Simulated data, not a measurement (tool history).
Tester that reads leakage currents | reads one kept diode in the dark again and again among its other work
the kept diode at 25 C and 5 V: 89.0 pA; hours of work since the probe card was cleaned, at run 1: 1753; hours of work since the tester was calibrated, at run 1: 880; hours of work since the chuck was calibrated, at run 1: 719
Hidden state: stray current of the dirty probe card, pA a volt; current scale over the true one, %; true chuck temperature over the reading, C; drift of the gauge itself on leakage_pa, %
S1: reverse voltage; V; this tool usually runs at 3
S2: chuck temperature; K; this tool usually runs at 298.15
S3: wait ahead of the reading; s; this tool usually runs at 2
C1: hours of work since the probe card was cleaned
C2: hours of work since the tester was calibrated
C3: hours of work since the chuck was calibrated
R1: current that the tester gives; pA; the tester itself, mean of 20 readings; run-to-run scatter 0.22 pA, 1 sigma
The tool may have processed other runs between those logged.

run	hour	S1	S2	S3	C1	C2	C3	R1
1	0	3	298.15	2	1753	880	719	73.52
2	80	3.96	298.15	2	1800	927	765	84.68
3	225.1	3.96	298.15	2	1885	1011	850	85.27
4	332.2	3	298.15	2	1947	1074	913	73.31
5	455.7	3	298.15	2	2019	1146	985	73.56
6	542.9	11.28	298.15	2	2070	1197	1035	153.28
# hour 558.8: tester calibrated
7	636.8	14.85	306.15	4.45	2124	46	1089	298.64
8	771	14.85	306.15	4.45	2202	124	1167	300.51
9	839.7	4.54	332.15	4.2	2242	164	1207	892.48
10	941	4.54	332.15	4.2	2301	223	1267	890.63
11	1053.9	6.75	317.15	6.51	2367	289	1332	413.4
12	1145.3	6.75	317.15	6.51	2420	342	1386	412.2

Below are 3 alternative next runs, each starting from the tool's condition after run 12. Predict each:
A	1215.2	2.28	309.15	1.03	2461	383	1426	?
B	1215.2	6.75	317.15	0.92	2461	383	1426	?
C	1215.2	4.75	303.15	1.99	2461	383	1426	?

run	R1
A	138.78
B	412.3
C	134.78
What these runs would have given with no unlogged condition in the tool:
run	R1
A	139.52
B	413.41
C	128.45
